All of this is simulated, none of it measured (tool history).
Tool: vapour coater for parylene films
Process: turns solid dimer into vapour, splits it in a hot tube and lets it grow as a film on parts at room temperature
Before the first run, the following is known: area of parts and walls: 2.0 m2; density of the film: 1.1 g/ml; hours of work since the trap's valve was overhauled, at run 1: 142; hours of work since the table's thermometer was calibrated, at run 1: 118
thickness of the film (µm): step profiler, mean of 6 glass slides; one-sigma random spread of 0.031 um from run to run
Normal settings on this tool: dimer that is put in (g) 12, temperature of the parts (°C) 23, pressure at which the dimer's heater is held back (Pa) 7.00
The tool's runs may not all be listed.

run   hour  dimer that is put in (g)  temperature of the parts (°C)  pressure at which the dimer's heater is held back (Pa)  hours of work since the trap's valve was overhauled  hours of work since the table's thermometer was calibrated  thickness of the film (µm)
  1    0.0                        12                             23                                                    7.00                                                  142                                                         118                        2.93
  2   21.2                        12                             24                                                    7.00                                                  157                                                         133                        2.79
  3   38.0                        12                             24                                                    7.00                                                  168                                                         145                        2.85
  4   75.0                        12                             24                                                    7.00                                                  194                                                         170                        2.79
  5  112.6                        12                             24                                                    7.00                                                  220                                                         196                        2.75
     116.8  -- table's thermometer calibrated
  6  149.2                        12                             29                                                    7.00                                                  244                                                          22                        2.51
  7  176.0                        12                             29                                                    7.00                                                  263                                                          41                        2.48
  8  198.5                        21                             23                                                    7.00                                                  279                                                          56                        4.84
  9  230.5                         6                             17                                                    2.39                                                  301                                                          79                        2.00
 10  246.6                        12                             23                                                   10.32                                                  312                                                          90                        2.52
 11  270.5                        12                             23                                                    4.27                                                  328                                                         106                        3.12

Here are 3 independent what-if runs from the current tool condition. What would each one return?
     280.1  -- table's thermometer calibrated, once more
  A  293.3                         7                             16                                                    7.00                                                  343                                                           9                           ?
     280.1  -- table's thermometer calibrated, once more
  B  293.3                         6                             23                                                    7.00                                                  343                                                           9                           ?
     280.1  -- table's thermometer calibrated, once more
  C  293.3                        12                             16                                                    7.00                                                  343                                                           9                           ?

run  thickness of the film (µm)
  A                        1.82
  B                        1.36
  C                        3.11
Without the tool's hidden state the same runs would have given:
run  thickness of the film (µm)
  A                        1.96
  B                        1.46
  C                        3.34
